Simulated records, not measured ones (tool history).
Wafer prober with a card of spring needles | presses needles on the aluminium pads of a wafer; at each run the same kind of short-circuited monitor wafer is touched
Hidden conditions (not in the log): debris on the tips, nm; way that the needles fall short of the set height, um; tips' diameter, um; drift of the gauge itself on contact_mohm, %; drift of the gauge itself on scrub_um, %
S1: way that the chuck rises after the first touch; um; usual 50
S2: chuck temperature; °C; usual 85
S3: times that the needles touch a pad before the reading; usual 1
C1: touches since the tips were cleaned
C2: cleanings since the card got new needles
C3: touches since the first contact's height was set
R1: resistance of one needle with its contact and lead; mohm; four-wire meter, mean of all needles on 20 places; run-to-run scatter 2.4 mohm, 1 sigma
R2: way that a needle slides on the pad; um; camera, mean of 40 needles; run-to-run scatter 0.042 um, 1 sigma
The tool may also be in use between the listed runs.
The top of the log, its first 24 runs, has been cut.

| run | hour | S1 | S2 | S3 | C1 | C2 | C3 | R1 | R2 |
|---|---|---|---|---|---|---|---|---|---|
|  | 513.5 | tips cleaned on abrasive film |
| 25 | 519.7 | 31 | 43 | 1 | 1876 | 55 | 21002 | 777 | 4.42 |
|  | 535.8 | tips cleaned on abrasive film |
| 26 | 549.9 | 41 | 109 | 1 | 4222 | 56 | 30031 | 730 | 5.86 |
|  | 557.8 | tips cleaned on abrasive film |
|  | 580.4 | tips cleaned on abrasive film |
| 27 | 580.9 | 51 | 109 | 3 | 159 | 58 | 39264 | 302 | 7.24 |
| 28 | 600.4 | 51 | 38 | 2 | 6006 | 58 | 45111 | 488 | 7.24 |
|  | 602.5 | tips cleaned on abrasive film |
|  | 623.8 | tips cleaned on abrasive film |
| 29 | 623.8 | 45 | 49 | 2 | 0 | 60 | 52084 | 285 | 6.29 |
| 30 | 637.7 | 45 | 49 | 2 | 4177 | 60 | 56261 | 509 | 6.36 |
|  | 645.6 | tips cleaned on abrasive film |
|  | 666.8 | tips cleaned on abrasive film |
| 31 | 668.1 | 36 | 85 | 1 | 394 | 62 | 65331 | 463 | 4.97 |
|  | 687.4 | tips cleaned on abrasive film |
| 32 | 694.1 | 34 | 33 | 2 | 2007 | 63 | 73095 | 562 | 4.76 |

5 ways to go on from here, each from the tool as it stands after run 32. What would each give?
|  | 709.3 | tips cleaned on abrasive film |
| A | 721.4 | 32 | 33 | 3 | 3634 | 64 | 81249 | ? | ? |
|  | 709.3 | tips cleaned on abrasive film |
| B | 721.4 | 31 | 39 | 3 | 3634 | 64 | 81249 | ? | ? |
|  | 709.3 | tips cleaned on abrasive film |
| C | 721.4 | 34 | 42 | 3 | 3634 | 64 | 81249 | ? | ? |
|  | 709.3 | tips cleaned on abrasive film |
| D | 721.4 | 34 | 26 | 2 | 3634 | 64 | 81249 | ? | ? |
|  | 709.3 | tips cleaned on abrasive film |
| E | 721.4 | 50 | 85 | 3 | 3634 | 64 | 81249 | ? | ? |

| run | R1 | R2 |
|---|---|---|
| A | 574 | 4.44 |
| B | 598 | 4.27 |
| C | 537 | 4.64 |
| D | 719 | 4.66 |
| E | 390 | 7.06 |
Without the tool's hidden state the same runs would have given:
| run | R1 | R2 |
|---|---|---|
| A | 273 | 4.66 |
| B | 279 | 4.49 |
| C | 276 | 4.86 |
| D | 273 | 4.88 |
| E | 274 | 7.28 |

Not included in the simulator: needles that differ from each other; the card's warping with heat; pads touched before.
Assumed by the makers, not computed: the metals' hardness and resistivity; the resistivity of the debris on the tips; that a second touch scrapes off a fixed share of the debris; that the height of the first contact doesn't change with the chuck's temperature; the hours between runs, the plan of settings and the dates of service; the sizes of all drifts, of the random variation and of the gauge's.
